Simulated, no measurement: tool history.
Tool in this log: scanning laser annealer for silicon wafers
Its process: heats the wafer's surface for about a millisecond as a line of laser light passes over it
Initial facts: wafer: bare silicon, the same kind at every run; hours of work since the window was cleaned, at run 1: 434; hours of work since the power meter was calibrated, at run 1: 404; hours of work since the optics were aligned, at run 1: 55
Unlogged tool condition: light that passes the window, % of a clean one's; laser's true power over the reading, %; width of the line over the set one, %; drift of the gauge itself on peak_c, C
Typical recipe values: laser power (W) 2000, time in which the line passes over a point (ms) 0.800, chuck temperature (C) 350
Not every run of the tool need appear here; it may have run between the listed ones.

run   hour  laser power (W)  time in which the line passes over a point (ms)  chuck temperature (C)  hours of work since the window was cleaned  hours of work since the power meter was calibrated  hours of work since the optics were aligned  highest temperature of the surface (C)
  1    0.0             2000                                            0.800                    350                                         434                                                 404                                           55                                    1069
      20.4  -- window over the wafer cleaned
  2   21.9             2000                                            0.800                    350                                           1                                                 415                                           66                                    1108
  3   56.0             2000                                            0.800                    350                                          20                                                 434                                           85                                    1110
  4   81.9             2060                                            0.800                    350                                          34                                                 449                                          100                                    1136
  5  120.4             2060                                            0.800                    350                                          56                                                 470                                          121                                    1134
  6  149.6             2043                                            0.800                    350                                          72                                                 486                                          137                                    1121
  7  189.5             2043                                            0.800                    350                                          94                                                 508                                          160                                    1119
  8  213.9             2043                                            0.800                    350                                         108                                                 522                                          173                                    1119
  9  256.6             1968                                            0.800                    384                                         131                                                 546                                          197                                    1111
 10  278.0             2165                                            0.800                    387                                         143                                                 558                                          209                                    1213
 11  299.2             2165                                            0.693                    387                                         155                                                 569                                          221                                    1149
 12  336.8             2165                                            0.693                    387                                         176                                                 590                                          241                                    1145
 13  363.0             1930                                            0.976                    377                                         190                                                 605                                          256                                    1162
 14  391.6             1987                                            0.878                    350                                         206                                                 621                                          272                                    1117

Forecast each of these 3 alternatives for the next run:
  A  435.6             1987                                            0.584                    359                                         231                                                 645                                          296                                       ?
  B  435.6             2130                                            0.783                    357                                         231                                                 645                                          296                                       ?
  C  435.6             1890                                            0.878                    350                                         231                                                 645                                          296                                       ?

run  highest temperature of the surface (C)
  A                                     971
  B                                    1145
  C                                    1065
Take away the tool's hidden state, keep each run's random variation, and the runs would have read:
run  highest temperature of the surface (C)
  A                                     993
  B                                    1173
  C                                    1091
